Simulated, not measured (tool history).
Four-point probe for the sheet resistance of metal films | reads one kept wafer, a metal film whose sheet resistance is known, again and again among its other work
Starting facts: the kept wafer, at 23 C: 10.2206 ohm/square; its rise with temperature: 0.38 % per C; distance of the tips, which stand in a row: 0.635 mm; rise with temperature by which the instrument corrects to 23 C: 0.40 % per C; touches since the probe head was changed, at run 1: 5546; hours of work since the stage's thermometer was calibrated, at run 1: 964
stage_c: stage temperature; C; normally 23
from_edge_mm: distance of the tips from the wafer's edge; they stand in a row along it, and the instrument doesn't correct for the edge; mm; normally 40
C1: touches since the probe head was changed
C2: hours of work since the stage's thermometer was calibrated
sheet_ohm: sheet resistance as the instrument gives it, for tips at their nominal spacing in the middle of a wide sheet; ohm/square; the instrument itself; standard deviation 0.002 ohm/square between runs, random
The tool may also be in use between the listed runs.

Run 1, day 0: usual settings; C1 5546; C2 964. Result: sheet_ohm 10.250502 ohm/square.
Run 2, day 0.812: usual settings; C1 5817; C2 976. Result: sheet_ohm 10.245311 ohm/square.
Run 3, day 1.429: usual settings; C1 6023; C2 985. Result: sheet_ohm 10.247099 ohm/square.
Run 4, day 2.2: usual settings but from_edge_mm 3 mm; C1 6281; C2 997. Result: sheet_ohm 10.487696 ohm/square.
Run 5, day 3.021: usual settings but stage_c 25 C; C1 6555; C2 1010. Result: sheet_ohm 10.244923 ohm/square.
Run 6, day 3.646: usual settings but from_edge_mm 44 mm; C1 6763; C2 1019. Result: sheet_ohm 10.249197 ohm/square.
Run 7, day 4.129: usual settings; C1 6924; C2 1027. Result: sheet_ohm 10.244281 ohm/square.
Run 8, day 4.579: usual settings; C1 7075; C2 1034. Result: sheet_ohm 10.248979 ohm/square.
Run 9, day 5.042: usual settings; C1 7229; C2 1041. Result: sheet_ohm 10.250539 ohm/square.
Run 10, day 5.821: usual settings but stage_c 29 C; C1 7490; C2 1053. Result: sheet_ohm 10.234956 ohm/square.
Run 11, day 6.296: usual settings; C1 7649; C2 1060. Result: sheet_ohm 10.249666 ohm/square.
Run 12, day 6.792: usual settings but stage_c 28 C; C1 7813; C2 1068. Result: sheet_ohm 10.24008 ohm/square.
Run 13, day 7.9: usual settings but from_edge_mm 9 mm; C1 8184; C2 1085. Result: sheet_ohm 10.274825 ohm/square.
Run 14, day 8.738: usual settings but from_edge_mm 9 mm; C1 8464; C2 1098. Result: sheet_ohm 10.276744 ohm/square.
Run 15, day 9.8: usual settings but stage_c 19 C; C1 8818; C2 1114. Result: sheet_ohm 10.255735 ohm/square.
Run 16, day 10.825: usual settings but stage_c 19 C; C1 9161; C2 1130. Result: sheet_ohm 10.258588 ohm/square.
Run 17, day 11.904: usual settings but stage_c 19 C; C1 9520; C2 1146. Result: sheet_ohm 10.254741 ohm/square.
Run 18, day 12.358: usual settings but stage_c 19 C; C1 9673; C2 1153. Result: sheet_ohm 10.259816 ohm/square.
Run 19, day 12.925: usual settings but stage_c 19 C; C1 9862; C2 1162. Result: sheet_ohm 10.256519 ohm/square.
Run 20, day 13.408: usual settings but stage_c 19 C; C1 10023; C2 1169. Result: sheet_ohm 10.260701 ohm/square.
Run 21, day 14.425: usual settings but stage_c 19 C; C1 10363; C2 1185. Result: sheet_ohm 10.257144 ohm/square.
Run 22, day 15.108: usual settings but from_edge_mm 75 mm; C1 10590; C2 1195. Result: sheet_ohm 10.251257 ohm/square.
Run 23, day 16.029: usual settings but from_edge_mm 75 mm; C1 10898; C2 1210. Result: sheet_ohm 10.246715 ohm/square.
Run 24, day 16.954: usual settings but stage_c 24 C, from_edge_mm 3 mm; C1 11207; C2 1224. Result: sheet_ohm 10.49107 ohm/square.
Run 25, day 17.988: usual settings but stage_c 19 C, from_edge_mm 35 mm; C1 11552; C2 1240. Result: sheet_ohm 10.258725 ohm/square.
Run 26, day 18.729: usual settings but stage_c 19 C, from_edge_mm 35 mm; C1 11800; C2 1251. Result: sheet_ohm 10.258078 ohm/square.
Run 27, day 19.183: usual settings but stage_c 28 C, from_edge_mm 15 mm; C1 11951; C2 1258. Result: sheet_ohm 10.246308 ohm/square.
Run 28, day 19.883: usual settings but stage_c 30 C, from_edge_mm 12 mm; C1 12185; C2 1269. Result: sheet_ohm 10.249949 ohm/square.
Run 29, day 20.688: usual settings but stage_c 35 C, from_edge_mm 36 mm; C1 12453; C2 1281. Result: sheet_ohm 10.224016 ohm/square.
Run 30, day 21.808: usual settings but stage_c 26 C; C1 12828; C2 1298. Result: sheet_ohm 10.242912 ohm/square.
Run 31, day 22.45: usual settings but stage_c 26 C; C1 13042; C2 1308. Result: sheet_ohm 10.245036 ohm/square.
Run 32, day 23.183: usual settings but stage_c 24 C; C1 13287; C2 1319. Result: sheet_ohm 10.248947 ohm/square.
Run 33, day 24.304: usual settings but stage_c 24 C; C1 13661; C2 1337. Result: sheet_ohm 10.244134 ohm/square.
Run 34, day 25.079: usual settings but stage_c 30 C, from_edge_mm 49 mm; C1 13920; C2 1348. Result: sheet_ohm 10.232562 ohm/square.
Run 35, day 25.746: usual settings but stage_c 30 C, from_edge_mm 49 mm; C1 14143; C2 1359. Result: sheet_ohm 10.235023 ohm/square.
Run 36, day 26.308: usual settings but stage_c 21 C, from_edge_mm 22 mm; C1 14330; C2 1367. Result: sheet_ohm 10.2565 ohm/square.
Run 37, day 27.217: usual settings but stage_c 21 C, from_edge_mm 22 mm; C1 14634; C2 1381. Result: sheet_ohm 10.255629 ohm/square.
Run 38, day 27.946: usual settings but stage_c 21 C, from_edge_mm 22 mm; C1 14877; C2 1392. Result: sheet_ohm 10.256227 ohm/square.
Run 39, day 28.642: usual settings but stage_c 30 C, from_edge_mm 15 mm; C1 15110; C2 1403. Result: sheet_ohm 10.247242 ohm/square.
Run 40, day 29.575: usual settings but from_edge_mm 22 mm; C1 15422; C2 1418. Result: sheet_ohm 10.254954 ohm/square.
Run 41, day 30.183: usual settings but from_edge_mm 22 mm; C1 15625; C2 1427. Result: sheet_ohm 10.250963 ohm/square.
Run 42, day 30.838: usual settings but stage_c 27 C, from_edge_mm 57 mm; C1 15842; C2 1437. Result: sheet_ohm 10.242317 ohm/square.
Run 43, day 31.829: usual settings but stage_c 30 C; C1 16174; C2 1452. Result: sheet_ohm 10.232966 ohm/square.
Run 44, day 32.321: usual settings but stage_c 34 C, from_edge_mm 4 mm; C1 16338; C2 1460. Result: sheet_ohm 10.362373 ohm/square.
Run 45, day 33.429: usual settings but stage_c 34 C, from_edge_mm 4 mm; C1 16708; C2 1477. Result: sheet_ohm 10.362408 ohm/square.

Below, each run's measurement less what the same run would have read without the hidden state. Both values contain the same run-to-run variation, but the gauge's scatter may not be the same in both:
Hidden state at play: inner tips' distance over the nominal, %; tips' flats over new ones', %; wafer's true temperature over the reading, C; drift of the gauge itself on sheet_ohm, %.
run  sheet_ohm
  1  +0.027002
  2  +0.026978
  3  +0.026971
  4   +0.02761
  5  +0.026885
  6  +0.027006
  7  +0.027008
  8  +0.027024
  9  +0.027042
 10  +0.026638
 11  +0.027036
 12   +0.02669
 13  +0.027079
 14  +0.027076
 15  +0.027271
 16   +0.02727
 17  +0.027254
 18  +0.027267
 19  +0.027258
 20  +0.027259
 21  +0.027262
 22  +0.026961
 23   +0.02695
 24  +0.027512
 25  +0.027275
 26  +0.027264
 27  +0.026569
 28  +0.026421
 29   +0.02597
 30  +0.026681
 31  +0.026661
 32  +0.026818
 33  +0.026765
 34  +0.026233
 35  +0.026253
 36  +0.027009
 37  +0.027006
 38  +0.026979
 39  +0.026215
 40    +0.0268
 41   +0.02678
 42  +0.026431
 43  +0.026152
 44  +0.026154
 45  +0.026127
